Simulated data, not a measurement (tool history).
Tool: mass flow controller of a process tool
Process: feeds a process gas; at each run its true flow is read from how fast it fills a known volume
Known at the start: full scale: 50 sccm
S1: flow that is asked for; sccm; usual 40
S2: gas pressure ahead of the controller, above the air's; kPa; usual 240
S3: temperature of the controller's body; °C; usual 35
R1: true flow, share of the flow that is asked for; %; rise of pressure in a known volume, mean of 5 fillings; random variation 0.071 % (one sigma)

run 1 hour=0.0 | S1=40 S2=240 S3=35 | R1=100.60
run 2 hour=168.8 | S1=40 S2=240 S3=35 | R1=100.71
run 3 hour=292.4 | S1=40 S2=240 S3=35 | R1=100.85
run 4 hour=553.1 | S1=40 S2=240 S3=35 | R1=100.90
run 5 hour=695.7 | S1=40 S2=240 S3=35 | R1=100.97
run 6 hour=937.5 | S1=40 S2=240 S3=28 | R1=100.67
run 7 hour=1059.0 | S1=40 S2=240 S3=28 | R1=100.77
run 8 hour=1295.3 | S1=40 S2=240 S3=28 | R1=100.69
run 9 hour=1532.9 | S1=43 S2=276 S3=35 | R1=101.26
run 10 hour=1751.9 | S1=43 S2=276 S3=35 | R1=101.33
run 11 hour=2005.6 | S1=9 S2=222 S3=25 | R1=101.39
run 12 hour=2159.4 | S1=9 S2=222 S3=25 | R1=101.45
run 13 hour=2322.7 | S1=24 S2=213 S3=40 | R1=101.69
run 14 hour=2528.5 | S1=23 S2=237 S3=22 | R1=100.92
run 15 hour=2723.4 | S1=40 S2=225 S3=30 | R1=101.15

Taken out of this log: 2 entries between the listed runs. Where each belongs, and how the hidden state differs across it:
Between runs 10 and 11: controller's zero set anew (hour 1771.4)
  flow at rest that the sensor doesn't see, % of full scale: 0.198 -> 0.264; true flow over the shown one, %: 0.87 -> 0.94
  measured less the result without the state, R1: +1.10 -> +2.41 %
Between runs 14 and 15: controller's zero set anew, once more (hour 2723.4)
  flow at rest that the sensor doesn't see, % of full scale: 0.295 -> 0.055; true flow over the shown one, %: 1.1 -> 1.15
  measured less the result without the state, R1: +1.73 -> +1.22 %
